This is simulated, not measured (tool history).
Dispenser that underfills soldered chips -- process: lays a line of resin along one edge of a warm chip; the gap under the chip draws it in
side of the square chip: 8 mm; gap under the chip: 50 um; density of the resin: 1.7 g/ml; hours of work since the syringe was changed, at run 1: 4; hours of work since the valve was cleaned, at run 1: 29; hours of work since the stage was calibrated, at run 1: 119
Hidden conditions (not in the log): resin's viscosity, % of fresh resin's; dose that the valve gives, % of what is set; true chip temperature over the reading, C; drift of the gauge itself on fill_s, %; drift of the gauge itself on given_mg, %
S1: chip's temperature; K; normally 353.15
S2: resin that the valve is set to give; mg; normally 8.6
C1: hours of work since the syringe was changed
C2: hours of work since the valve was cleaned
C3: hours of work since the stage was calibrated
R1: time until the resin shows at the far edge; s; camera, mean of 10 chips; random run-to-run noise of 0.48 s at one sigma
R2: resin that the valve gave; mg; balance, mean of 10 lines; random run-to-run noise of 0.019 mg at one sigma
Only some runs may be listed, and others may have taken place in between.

run   hour      S1     S2  C1  C2   C3    R1     R2
  1      0  353.15    8.6   4  29  119  40.2   8.52
      11.1  -- new syringe of resin
  2   11.4  353.15    8.6   0  37  128  38.3   8.46
  3   18.9  353.15    8.6   6  43  134  44.8   8.43
      27.3  -- new syringe of resin
  4   28.2  353.15    8.6   1  50  140  37.3   8.39
  5   41.8  353.15    8.6  11  60  151  52.6   8.35
      42.7  -- new syringe of resin
      52.4  -- dispensing valve cleaned and set on the balance
  6   53.2  341.15    8.6   7   1  158  85.6   8.61
      59.3  -- new syringe of resin
  7   59.8  341.15    8.6   0   5  163  70.3   8.62
  8   68.4  353.15    8.6   7  12  170  45.1   8.57
      74.4  -- new syringe of resin
  9   80.9  353.15    8.6   5  21  179  41.8   8.55
      89.7  -- new syringe of resin
 10   91.7  353.15    8.6   2  29  187  38.8   8.52
     105.1  -- new syringe of resin
 11  105.7  353.15    8.6   0  40  197    37   8.46
 12  113.5  353.15    8.6   6  46  203  45.5   8.44
 13  119.9  353.15    8.6  11  50  208  53.4   8.43
     121.2  -- new syringe of resin
 14  129.9  353.15    8.6   7  58  216  45.9   8.39
     136.7  -- new syringe of resin
 15    138  353.15    8.6   1  64  222  37.7   8.37
     143.3  -- dispensing valve cleaned and set on the balance
 16  144.8  353.15    8.6   5   1  226    43    8.6
 17  151.6  353.15    8.6  11   6  231  50.2   8.56
     153.1  -- new syringe of resin
 18  159.4  353.15    8.6   5  12  237  43.3   8.57
     168.8  -- new syringe of resin
 19  168.9  345.15  11.15   0  19  244  54.6  11.06
 20  177.8  365.15   8.99   7  26  251  26.1   8.93
       185  -- new syringe of resin
 21  189.2  353.15  10.35   3  34  259  39.3  10.23
 22  197.3  362.15    8.6   9  40  265  31.6   8.44
     200.5  -- new syringe of resin
 23  203.6  362.15   9.66   2  45  270  24.9   9.47
 24  210.7  362.15   9.66   8  50  275  29.3   9.45
     215.7  -- new syringe of resin
 25  219.5  357.15   8.25   3  57  282  31.8   8.06
 26  228.6  361.15    7.9  10  64  289    34   7.67
     231.2  -- new syringe of resin
     233.8  -- dispensing valve cleaned and set on the balance
 27  238.7  362.15    7.9   5   4  295    28   7.93
 28  244.9  357.15   8.34  10   8  300  40.1   8.32
     247.8  -- new syringe of resin
 29  256.7  357.15   8.34   7  17  309  36.3   8.32
       263  -- new syringe of resin
 30  267.9  366.15  10.89   4  25  317  20.9  10.81
 31  277.5  366.15  10.89  11  33  324  26.1  10.74
     278.7  -- new syringe of resin
 32  287.3  366.15  10.89   7  40  332  23.3  10.72
     294.3  -- new syringe of resin
 33  299.8  344.15  10.24   4  49  341  63.4  10.07
     310.1  -- new syringe of resin
 34  314.2  344.15  10.24   3  60  352  60.1  10.01
 35  320.2  340.15   7.53   8  65  356  89.4   7.36
     324.1  -- dispensing valve cleaned and set on the balance
     326.9  -- new syringe of resin
 36  327.3  357.15   7.75   0   2  361  31.2   7.71

Selected run-to-run steps in R1, each split into two signed amounts: the part the tool would show with no hidden state at all (from settings, incoming material and random variation), and the remainder, which goes to the hidden state together with any gauge scatter not common to the measured and the hidden-state-free results:
Run 4 -> 5: nothing adjusted, nothing logged. R1 +15.3 s: hidden state +14.9, all else +0.4.
Run 5 -> 6: S1 353.15 -> 341.15, new syringe of resin, dispensing valve cleaned and set on the balance. R1 +33 s: hidden state +2.1, all else +30.9.
Run 6 -> 7: new syringe of resin. R1 -15.3 s: hidden state -18.3, all else +3.
Run 32 -> 33: S1 366.15 -> 344.15, S2 10.89 -> 10.24, new syringe of resin. R1 +40.1 s: hidden state +0.7, all else +39.4.
Run 35 -> 36: S1 340.15 -> 357.15, S2 7.53 -> 7.75, dispensing valve cleaned and set on the balance, new syringe of resin. R1 -58.2 s: hidden state -15.8, all else -42.4.

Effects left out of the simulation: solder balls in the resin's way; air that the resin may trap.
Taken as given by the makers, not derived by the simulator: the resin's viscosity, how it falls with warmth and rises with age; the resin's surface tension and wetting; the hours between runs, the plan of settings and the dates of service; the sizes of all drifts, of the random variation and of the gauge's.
